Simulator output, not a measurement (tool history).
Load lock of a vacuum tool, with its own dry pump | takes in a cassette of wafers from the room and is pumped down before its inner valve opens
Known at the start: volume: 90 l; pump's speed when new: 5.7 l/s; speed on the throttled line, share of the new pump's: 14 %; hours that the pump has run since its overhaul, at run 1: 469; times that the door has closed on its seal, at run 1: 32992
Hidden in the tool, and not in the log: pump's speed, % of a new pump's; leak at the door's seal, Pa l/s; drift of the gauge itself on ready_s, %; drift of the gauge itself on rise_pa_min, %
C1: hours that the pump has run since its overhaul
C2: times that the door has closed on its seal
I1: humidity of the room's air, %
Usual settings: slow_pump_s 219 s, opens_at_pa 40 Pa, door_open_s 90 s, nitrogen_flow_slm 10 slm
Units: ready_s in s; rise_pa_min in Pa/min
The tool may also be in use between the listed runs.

run 1 day=0 | slow_pump_s=219 opens_at_pa=40 door_open_s=90 nitrogen_flow_slm=10 | C1=469 C2=32992 | I1=42.9 | ready_s=315.4 rise_pa_min=0.217
run 2 day=4 | slow_pump_s=219 opens_at_pa=40 door_open_s=90 nitrogen_flow_slm=5 | C1=565 C2=33344 | I1=45.2 | ready_s=312.9 rise_pa_min=0.222
run 3 day=8.275 | slow_pump_s=219 opens_at_pa=40 door_open_s=90 nitrogen_flow_slm=5 | C1=668 C2=33720 | I1=44.1 | ready_s=315.5 rise_pa_min=0.225
run 4 day=10.329 | slow_pump_s=219 opens_at_pa=40 door_open_s=90 nitrogen_flow_slm=5 | C1=717 C2=33901 | I1=45.2 | ready_s=319.3 rise_pa_min=0.227
run 5 day=14.733 | slow_pump_s=219 opens_at_pa=40 door_open_s=90 nitrogen_flow_slm=5 | C1=823 C2=34289 | I1=42.4 | ready_s=313.9 rise_pa_min=0.237
run 6 day=18.662 | slow_pump_s=219 opens_at_pa=40 door_open_s=90 nitrogen_flow_slm=10 | C1=917 C2=34634 | I1=45.6 | ready_s=311.6 rise_pa_min=0.236
run 7 day=22.458 | slow_pump_s=219 opens_at_pa=40 door_open_s=90 nitrogen_flow_slm=10 | C1=1008 C2=34968 | I1=43.6 | ready_s=316.1 rise_pa_min=0.232
run 8 day=24.95 | slow_pump_s=219 opens_at_pa=40 door_open_s=90 nitrogen_flow_slm=10 | C1=1068 C2=35187 | I1=46.2 | ready_s=314.4 rise_pa_min=0.244
run 9 day=29.046 | slow_pump_s=219 opens_at_pa=40 door_open_s=90 nitrogen_flow_slm=10 | C1=1166 C2=35548 | I1=46.9 | ready_s=317.7 rise_pa_min=0.244
run 10 day=33.425 | slow_pump_s=219 opens_at_pa=47 door_open_s=90 nitrogen_flow_slm=10 | C1=1271 C2=35933 | I1=43.6 | ready_s=313.5 rise_pa_min=0.239
run 11 day=36.675 | slow_pump_s=315 opens_at_pa=40 door_open_s=90 nitrogen_flow_slm=10 | C1=1349 C2=36219 | I1=46.6 | ready_s=397.5 rise_pa_min=0.247
run 12 day=40.408 | slow_pump_s=219 opens_at_pa=40 door_open_s=90 nitrogen_flow_slm=10 | C1=1439 C2=36548 | I1=42.5 | ready_s=313.5 rise_pa_min=0.258
run 13 day=45.05 | slow_pump_s=219 opens_at_pa=40 door_open_s=90 nitrogen_flow_slm=10 | C1=1550 C2=36956 | I1=43.9 | ready_s=316.2 rise_pa_min=0.251
run 14 day=49.062 | slow_pump_s=219 opens_at_pa=40 door_open_s=90 nitrogen_flow_slm=10 | C1=1647 C2=37309 | I1=46.1 | ready_s=321.1 rise_pa_min=0.255
run 15 day=51.704 | slow_pump_s=219 opens_at_pa=40 door_open_s=90 nitrogen_flow_slm=10 | C1=1710 C2=37541 | I1=44.4 | ready_s=315.7 rise_pa_min=0.255
run 16 day=55.008 | slow_pump_s=181 opens_at_pa=40 door_open_s=90 nitrogen_flow_slm=10 | C1=1789 C2=37832 | I1=44.5 | ready_s=288.2 rise_pa_min=0.262
run 17 day=57.621 | slow_pump_s=219 opens_at_pa=78 door_open_s=90 nitrogen_flow_slm=10 | C1=1852 C2=38062 | I1=42.8 | ready_s=306 rise_pa_min=0.266
run 18 day=60.212 | slow_pump_s=219 opens_at_pa=40 door_open_s=90 nitrogen_flow_slm=10 | C1=1914 C2=38290 | I1=42 | ready_s=314.7 rise_pa_min=0.262
run 19 day=63.404 | slow_pump_s=231 opens_at_pa=56 door_open_s=90 nitrogen_flow_slm=5 | C1=1991 C2=38571 | I1=45.4 | ready_s=318.6 rise_pa_min=0.281
run 20 day=66.442 | slow_pump_s=232 opens_at_pa=70 door_open_s=25 nitrogen_flow_slm=10 | C1=2064 C2=38838 | I1=46.8 | ready_s=316 rise_pa_min=0.248
run 21 day=70.675 | slow_pump_s=219 opens_at_pa=40 door_open_s=109 nitrogen_flow_slm=17 | C1=2165 C2=39211 | I1=50.6 | ready_s=319.6 rise_pa_min=0.279
run 22 day=75.288 | slow_pump_s=203 opens_at_pa=46 door_open_s=109 nitrogen_flow_slm=17 | C1=2276 C2=39617 | I1=47.6 | ready_s=302.8 rise_pa_min=0.276
run 23 day=79.825 | slow_pump_s=318 opens_at_pa=40 door_open_s=90 nitrogen_flow_slm=10 | C1=2385 C2=40016 | I1=47.9 | ready_s=401.7 rise_pa_min=0.287
run 24 day=83.342 | slow_pump_s=318 opens_at_pa=71 door_open_s=89 nitrogen_flow_slm=11 | C1=2469 C2=40325 | I1=46.5 | ready_s=394 rise_pa_min=0.292
run 25 day=86.067 | slow_pump_s=219 opens_at_pa=76 door_open_s=54 nitrogen_flow_slm=10 | C1=2535 C2=40565 | I1=43.6 | ready_s=305.2 rise_pa_min=0.278
run 26 day=90.625 | slow_pump_s=219 opens_at_pa=40 door_open_s=26 nitrogen_flow_slm=10 | C1=2644 C2=40966 | I1=44.1 | ready_s=322.2 rise_pa_min=0.269
run 27 day=93.296 | slow_pump_s=219 opens_at_pa=40 door_open_s=26 nitrogen_flow_slm=10 | C1=2708 C2=41201 | I1=40.1 | ready_s=320.3 rise_pa_min=0.274
run 28 day=96.333 | slow_pump_s=219 opens_at_pa=67 door_open_s=90 nitrogen_flow_slm=20 | C1=2781 C2=41468 | I1=44.4 | ready_s=312.5 rise_pa_min=0.29
run 29 day=99.908 | slow_pump_s=295 opens_at_pa=43 door_open_s=161 nitrogen_flow_slm=29 | C1=2867 C2=41783 | I1=40.5 | ready_s=383.1 rise_pa_min=0.304
run 30 day=104.446 | slow_pump_s=295 opens_at_pa=43 door_open_s=90 nitrogen_flow_slm=6 | C1=2976 C2=42182 | I1=44.1 | ready_s=383.3 rise_pa_min=0.317
-- day=107.408 door's seal changed, seat wiped
run 31 day=109.592 | slow_pump_s=295 opens_at_pa=37 door_open_s=90 nitrogen_flow_slm=6 | C1=3098 C2=192 | I1=45.3 | ready_s=383.6 rise_pa_min=0.043
run 32 day=113.621 | slow_pump_s=161 opens_at_pa=40 door_open_s=41 nitrogen_flow_slm=10 | C1=3194 C2=546 | I1=45.6 | ready_s=267.4 rise_pa_min=0.022

The next listed run, before its measurement:
run 33 day=118.338 | slow_pump_s=161 opens_at_pa=40 door_open_s=41 nitrogen_flow_slm=10 | C1=3308 C2=962 | I1=40.2 | ready_s=? rise_pa_min=?

ready_s: 266.5 s
rise_pa_min: 0.022 Pa/min
Without the tool's hidden state the same run would have given ready_s 260.2 s, rise_pa_min 0.02 Pa/min.

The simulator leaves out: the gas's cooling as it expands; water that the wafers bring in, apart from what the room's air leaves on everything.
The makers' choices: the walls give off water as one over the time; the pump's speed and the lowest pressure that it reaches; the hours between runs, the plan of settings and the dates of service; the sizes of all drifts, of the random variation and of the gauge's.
